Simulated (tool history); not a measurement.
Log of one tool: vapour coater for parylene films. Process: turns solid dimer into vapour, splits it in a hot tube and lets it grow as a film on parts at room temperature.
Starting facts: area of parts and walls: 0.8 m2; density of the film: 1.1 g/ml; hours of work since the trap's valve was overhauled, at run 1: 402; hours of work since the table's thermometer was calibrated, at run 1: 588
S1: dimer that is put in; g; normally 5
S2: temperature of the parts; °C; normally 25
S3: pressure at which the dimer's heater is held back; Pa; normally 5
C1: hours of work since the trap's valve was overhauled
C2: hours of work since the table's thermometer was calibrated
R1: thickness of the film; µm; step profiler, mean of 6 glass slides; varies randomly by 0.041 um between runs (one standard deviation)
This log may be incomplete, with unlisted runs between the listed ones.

run	day	S1	S2	S3	C1	C2	R1
1	0	5	25	5	402	588	3.97
# day 0.721: trap's valve overhauled
2	1.204	5	25	5	5	598	4.54
3	2.871	5	25	5	21	614	4.47
4	4.575	4	25	5	37	630	3.55
5	6.167	4	19	5	53	646	4.39
6	7.229	4	36	5	63	656	2.28
7	8.4	4	36	5	75	668	2.25
8	10.112	4	36	4.12	91	684	2.26
9	12.075	4	36	4.12	110	703	2.28
10	13.042	4	36	9.58	120	713	2.11
11	13.992	5	34	5	129	722	3
12	15.842	5	34	5	147	740	2.98
# day 16.083: table's thermometer calibrated
13	17.45	5	20	4.75	162	13	5.3
14	18.875	5	20	4.75	176	27	5.24
15	19.779	5	20	5	185	36	5.11
16	21.854	5	27	5	205	56	3.93
17	22.954	5	27	5	216	67	3.92
# day 24.4: table's thermometer calibrated, once more
18	24.742	4	21	4.35	232	3	3.97
19	26.7	4	21	4.35	252	22	3.94

Consider 3 possible next runs. They are alternatives, not a sequence: every one starts from the tool as it was left by run 19. What does each give?
A	27.692	8	21	2.52	261	32	?
B	27.692	4	23	7.46	261	32	?
C	27.692	3	20	9.52	261	32	?

run	R1
A	8.01
B	3.44
C	2.86
What these runs would have given with no unlogged condition in the tool:
run	R1
A	8.82
B	3.78
C	3.15

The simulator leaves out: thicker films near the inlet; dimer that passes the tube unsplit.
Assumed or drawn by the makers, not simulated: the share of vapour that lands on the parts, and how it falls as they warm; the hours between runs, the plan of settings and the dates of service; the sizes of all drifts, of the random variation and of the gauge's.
